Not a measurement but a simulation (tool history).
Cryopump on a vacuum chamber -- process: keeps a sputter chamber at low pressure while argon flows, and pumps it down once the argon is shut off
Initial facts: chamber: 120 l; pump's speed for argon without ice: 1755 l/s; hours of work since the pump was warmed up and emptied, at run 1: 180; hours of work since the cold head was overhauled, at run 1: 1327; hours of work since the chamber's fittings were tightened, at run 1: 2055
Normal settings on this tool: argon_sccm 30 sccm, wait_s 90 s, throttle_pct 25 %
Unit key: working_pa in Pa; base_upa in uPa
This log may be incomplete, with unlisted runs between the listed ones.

run   hour  argon_sccm  wait_s  throttle_pct  hours of work since the pump was warmed up and emptied  hours of work since the cold head was overhauled  hours of work since the chamber's fittings were tightened  working_pa  base_upa
  1      0          30      90            25                                                     180                                              1327                                                       2055      0.1167      0.69
  2   24.1          30      90            25                                                     200                                              1347                                                       2075      0.1175      0.69
  3   55.3          30      90            25                                                     226                                              1373                                                       2101      0.1181       0.7
  4   79.8          30      90            25                                                     246                                              1394                                                       2122      0.1188      0.69
  5   97.6          30      90            25                                                     261                                              1409                                                       2136      0.1196       0.7
  6  132.8          30      90            25                                                     290                                              1438                                                       2166      0.1179      0.74
  7    170          30      90            25                                                     322                                              1469                                                       2197      0.1188      0.74
  8  204.9          30      90            25                                                     351                                              1498                                                       2226      0.1199      0.74
  9  234.1          30     141            25                                                     375                                              1523                                                       2250       0.119       0.6
 10  271.7          30     121            25                                                     406                                              1554                                                       2282      0.1196      0.67
 11  289.3          30     121            25                                                     421                                              1569                                                       2297      0.1202      0.65
 12  306.3          30     121            25                                                     435                                              1583                                                       2311      0.1198      0.68
     322.6  -- leaking fittings of the chamber tightened, without venting
 13  346.6          30     118            25                                                     467                                              1615                                                         20      0.1207      0.46
 14  380.8          19      68            56                                                     496                                              1644                                                         49      0.0364      0.68
 15    407          30      90            30                                                     518                                              1666                                                         71       0.101      0.56
     438.9  -- pump warmed up, emptied and cooled again
 16    441          23      84            23                                                       2                                              1690                                                         95      0.0973      0.58
 17  462.8          17      24            25                                                      20                                              1708                                                        113      0.0665      1.45
 18  504.1          30      90            42                                                      54                                              1742                                                        147      0.0701      0.52
 19    540          46     197            27                                                      85                                              1772                                                        177      0.1648      0.32
 20  577.5          46     197            24                                                     116                                              1804                                                        209      0.1878      0.36
 21  617.6          16     213            34                                                     149                                              1837                                                        242      0.0467      0.34
 22    655          16     213            34                                                     181                                              1868                                                        273       0.047      0.34
 23  681.8          12      43            17                                                     203                                              1891                                                        296      0.0683      0.92
 24    715          30      50            53                                                     231                                              1919                                                        324      0.0574      0.82
 25  741.4          16     153            25                                                     253                                              1941                                                        346      0.0633      0.42
 26  760.6          30      38            25                                                     269                                              1957                                                        362      0.1191      1.04

Here are 5 independent what-if runs from the current tool condition. What would each one return?
  A   799          30      38            26                                                     301                                              1989                                                        394           ?         ?
  B   799          55      57            25                                                     301                                              1989                                                        394           ?         ?
  C   799          40     181            25                                                     301                                              1989                                                        394           ?         ?
  D   799          33      90            39                                                     301                                              1989                                                        394           ?         ?
  E   799          30     282            25                                                     301                                              1989                                                        394           ?         ?

run  working_pa  base_upa
  A       0.115      0.99
  B      0.2186      0.73
  C      0.1591      0.45
  D      0.0862      0.57
  E      0.1192      0.33
Without the tool's unlogged condition, the same runs would have read:
run  working_pa  base_upa
  A      0.1113      0.92
  B      0.2118      0.67
  C      0.1542      0.38
  D      0.0821      0.51
  E      0.1155      0.26

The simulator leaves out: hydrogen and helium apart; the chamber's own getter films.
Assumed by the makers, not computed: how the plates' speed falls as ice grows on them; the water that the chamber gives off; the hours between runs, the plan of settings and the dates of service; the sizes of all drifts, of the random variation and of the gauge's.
